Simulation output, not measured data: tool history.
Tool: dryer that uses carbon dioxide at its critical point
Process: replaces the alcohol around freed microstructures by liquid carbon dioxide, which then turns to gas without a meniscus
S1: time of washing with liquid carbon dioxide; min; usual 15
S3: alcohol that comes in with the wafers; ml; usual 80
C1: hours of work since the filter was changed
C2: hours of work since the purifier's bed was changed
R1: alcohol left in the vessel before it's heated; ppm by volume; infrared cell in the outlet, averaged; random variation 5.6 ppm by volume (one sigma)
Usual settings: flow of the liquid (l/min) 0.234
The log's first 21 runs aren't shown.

Run 22, hour 305.5: usual settings; C1 295; C2 458. Result: R1 345 ppm by volume.
At hour 308.9: inlet filter changed.
Run 23, hour 321.5: usual settings but S1 16 min; C1 7; C2 467. Result: R1 139 ppm by volume.
Run 24, hour 334.8: usual settings but S1 14 min, flow of the liquid (l/min) 0.183; C1 15; C2 474. Result: R1 1067 ppm by volume.
Run 25, hour 344.1: usual settings but S1 13 min, flow of the liquid (l/min) 0.196; C1 20; C2 479. Result: R1 1122 ppm by volume.
Run 26, hour 356.9: usual settings but S1 13 min, flow of the liquid (l/min) 0.196; C1 27; C2 486. Result: R1 1164 ppm by volume.
Run 27, hour 366.4: usual settings but flow of the liquid (l/min) 0.159, S3 66 ml; C1 32; C2 492. Result: R1 1241 ppm by volume.
Run 28, hour 376.9: usual settings but flow of the liquid (l/min) 0.328, S3 20 ml; C1 38; C2 498. Result: R1 31 ppm by volume.
Run 29, hour 388.8: usual settings but S1 10 min, flow of the liquid (l/min) 0.166; C1 45; C2 504. Result: R1 6379 ppm by volume.
Run 30, hour 402.8: usual settings but S1 10 min, flow of the liquid (l/min) 0.294; C1 53; C2 512. Result: R1 635 ppm by volume.
Run 31, hour 412.1: usual settings but flow of the liquid (l/min) 0.162, S3 54 ml; C1 58; C2 517. Result: R1 972 ppm by volume.
Run 32, hour 424.1: usual settings but flow of the liquid (l/min) 0.162, S3 54 ml; C1 65; C2 524. Result: R1 995 ppm by volume.
Run 33, hour 441.2: usual settings but S1 17 min, flow of the liquid (l/min) 0.332, S3 37 ml; C1 74; C2 534. Result: R1 33 ppm by volume.
Run 34, hour 450.7: usual settings but S1 17 min, flow of the liquid (l/min) 0.332, S3 37 ml; C1 79; C2 539. Result: R1 32 ppm by volume.
Run 35, hour 468.7: usual settings; C1 89; C2 549. Result: R1 234 ppm by volume.
Run 36, hour 487.8: usual settings but S1 20 min, flow of the liquid (l/min) 0.205, S3 22 ml; C1 100; C2 560. Result: R1 45 ppm by volume.
Run 37, hour 497.7: usual settings but S1 12 min, flow of the liquid (l/min) 0.178, S3 20 ml; C1 106; C2 565. Result: R1 709 ppm by volume.
Run 38, hour 517.8: usual settings but S1 11 min, flow of the liquid (l/min) 0.183, S3 28 ml; C1 117; C2 577. Result: R1 1275 ppm by volume.
Run 39, hour 530.2: usual settings but S1 11 min, flow of the liquid (l/min) 0.183, S3 28 ml; C1 124; C2 583. Result: R1 1262 ppm by volume.
Run 40, hour 551.1: usual settings but S1 11 min, flow of the liquid (l/min) 0.183, S3 28 ml; C1 136; C2 595. Result: R1 1311 ppm by volume.
Run 41, hour 565.1: usual settings but flow of the liquid (l/min) 0.368, S3 26 ml; C1 143; C2 603. Result: R1 30 ppm by volume.
Run 42, hour 578.3: usual settings but S1 12 min, flow of the liquid (l/min) 0.278, S3 108 ml; C1 151; C2 610. Result: R1 489 ppm by volume.
Run 43, hour 600.4: usual settings but S3 60 ml; C1 163; C2 623. Result: R1 214 ppm by volume.
Run 44, hour 620.9: usual settings but S1 13 min, flow of the liquid (l/min) 0.220, S3 60 ml; C1 175; C2 634. Result: R1 667 ppm by volume.
Run 45, hour 635.6: usual settings but S1 13 min, flow of the liquid (l/min) 0.220, S3 48 ml; C1 183; C2 642. Result: R1 538 ppm by volume.

Forecast each of these 4 alternatives for the next run:
Run A, hour 646.6: usual settings but S1 13 min, flow of the liquid (l/min) 0.220, S3 48 ml; C1 189; C2 649. Result: R1 ?.
Run B, hour 646.6: usual settings but S1 10 min, S3 42 ml; C1 189; C2 649. Result: R1 ?.
Run C, hour 646.6: usual settings but flow of the liquid (l/min) 0.220, S3 30 ml; C1 189; C2 649. Result: R1 ?.
Run D, hour 646.6: usual settings but S1 10 min, flow of the liquid (l/min) 0.339; C1 189; C2 649. Result: R1 ?.

run    R1
  A   540
  B  1182
  C   175
  D   391
Without the tool's hidden state the same runs would have given:
run   R1
  A  343
  B  829
  C   96
  D  227
